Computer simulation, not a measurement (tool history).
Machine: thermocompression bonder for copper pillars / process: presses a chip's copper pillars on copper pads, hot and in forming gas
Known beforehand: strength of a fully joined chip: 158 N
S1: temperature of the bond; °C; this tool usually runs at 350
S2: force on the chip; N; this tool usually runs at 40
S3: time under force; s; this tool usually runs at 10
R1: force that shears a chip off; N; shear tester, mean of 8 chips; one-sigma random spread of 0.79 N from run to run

Run 1, hour 0: usual settings. Result: R1 73.3 N.
Run 2, hour 41.4: usual settings but S2 54 N. Result: R1 87.9 N.
At hour 74.5: heater calibrated with a thermocouple chip.
Run 3, hour 79.5: usual settings but S1 377 °C. Result: R1 84.4 N.
Run 4, hour 126.1: usual settings but S1 370 °C. Result: R1 79.9 N.
Run 5, hour 165.9: usual settings but S1 370 °C. Result: R1 78.3 N.
Run 6, hour 245: usual settings but S1 360 °C. Result: R1 69.3 N.
Run 7, hour 298.6: usual settings but S2 36 N. Result: R1 56.5 N.
Run 8, hour 336.3: usual settings. Result: R1 62.1 N.
At hour 418.8: forming gas filter changed.
Run 9, hour 424.8: usual settings. Result: R1 62.7 N.
Run 10, hour 510.1: usual settings but S3 9 s. Result: R1 59.8 N.
Run 11, hour 551.6: usual settings. Result: R1 61.4 N.
At hour 613.4: heater calibrated with a thermocouple chip, once more.
Run 12, hour 617: usual settings. Result: R1 77.9 N.
Run 13, hour 668.9: usual settings. Result: R1 75.9 N.
Run 14, hour 713.2: usual settings. Result: R1 76.3 N.
Run 15, hour 779.9: usual settings. Result: R1 74.3 N.
Run 16, hour 842.3: usual settings but S2 33 N. Result: R1 63 N.
At hour 877.7: forming gas filter changed.
Run 17, hour 925.7: usual settings. Result: R1 76.6 N.
Run 18, hour 971.4: usual settings but S1 372 °C. Result: R1 91.4 N.
Run 19, hour 1012.7: usual settings but S1 372 °C. Result: R1 89.3 N.
Run 20, hour 1078.4: usual settings but S1 324 °C. Result: R1 56.5 N.
Run 21, hour 1164.6: usual settings but S1 324 °C. Result: R1 56 N.
Run 22, hour 1210.4: usual settings but S1 324 °C, S2 27 N. Result: R1 38.6 N.
Run 23, hour 1279.2: usual settings but S1 327 °C, S2 34 N, S3 7 s. Result: R1 41.5 N.
At hour 1334.1: forming gas filter changed.
Run 24, hour 1337.2: usual settings but S1 333 °C, S2 27 N, S3 16 s. Result: R1 54.5 N.
Run 25, hour 1378.7: usual settings but S1 372 °C, S2 42 N, S3 16 s. Result: R1 103 N.
Run 26, hour 1445.2: usual settings but S1 336 °C, S2 33 N. Result: R1 52.1 N.
Run 27, hour 1494.4: usual settings but S1 324 °C, S3 11 s. Result: R1 55.3 N.
Run 28, hour 1532.5: usual settings but S1 324 °C, S3 11 s. Result: R1 54.9 N.
Run 29, hour 1587.2: usual settings but S1 332 °C, S2 52 N, S3 7 s. Result: R1 60.8 N.
Run 30, hour 1666.4: usual settings but S2 32 N, S3 14 s. Result: R1 64.4 N.
Run 31, hour 1707.1: usual settings but S2 32 N, S3 14 s. Result: R1 63.7 N.
Run 32, hour 1751.7: usual settings but S1 336 °C, S3 6 s. Result: R1 46.3 N.
At hour 1791.1: forming gas filter changed.
Run 33, hour 1817.6: usual settings but S1 336 °C, S3 6 s. Result: R1 48 N.
Run 34, hour 1885.1: usual settings but S1 378 °C. Result: R1 85.9 N.
Run 35, hour 1933.1: usual settings but S1 367 °C, S2 39 N, S3 9 s. Result: R1 74.3 N.
At hour 1981.3: force cell calibrated.
Run 36, hour 1982.1: usual settings but S1 367 °C, S2 39 N, S3 9 s. Result: R1 79 N.
Run 37, hour 2054: usual settings but S1 352 °C, S2 26 N. Result: R1 51 N.
At hour 2072.5: heater calibrated with a thermocouple chip.
Run 38, hour 2101.6: usual settings but S1 323 °C, S2 33 N. Result: R1 52 N.
Run 39, hour 2177.7: usual settings but S1 349 °C, S2 57 N. Result: R1 95.9 N.

Consider 3 possible next runs. They are alternatives, not a sequence: every one starts from the tool as it was left by run 39. What does each give?
Run A, hour 2228.4: usual settings but S1 365 °C, S2 41 N. Result: R1 ?.
Run B, hour 2228.4: usual settings but S1 362 °C, S2 32 N, S3 20 s. Result: R1 ?.
Run C, hour 2228.4: usual settings but S1 322 °C, S2 28 N. Result: R1 ?.

run    R1
  A  88.3
  B  90.4
  C  42.4
Had the tool no hidden state, the same runs would have come out as:
run    R1
  A  94.2
  B  96.4
  C  45.8
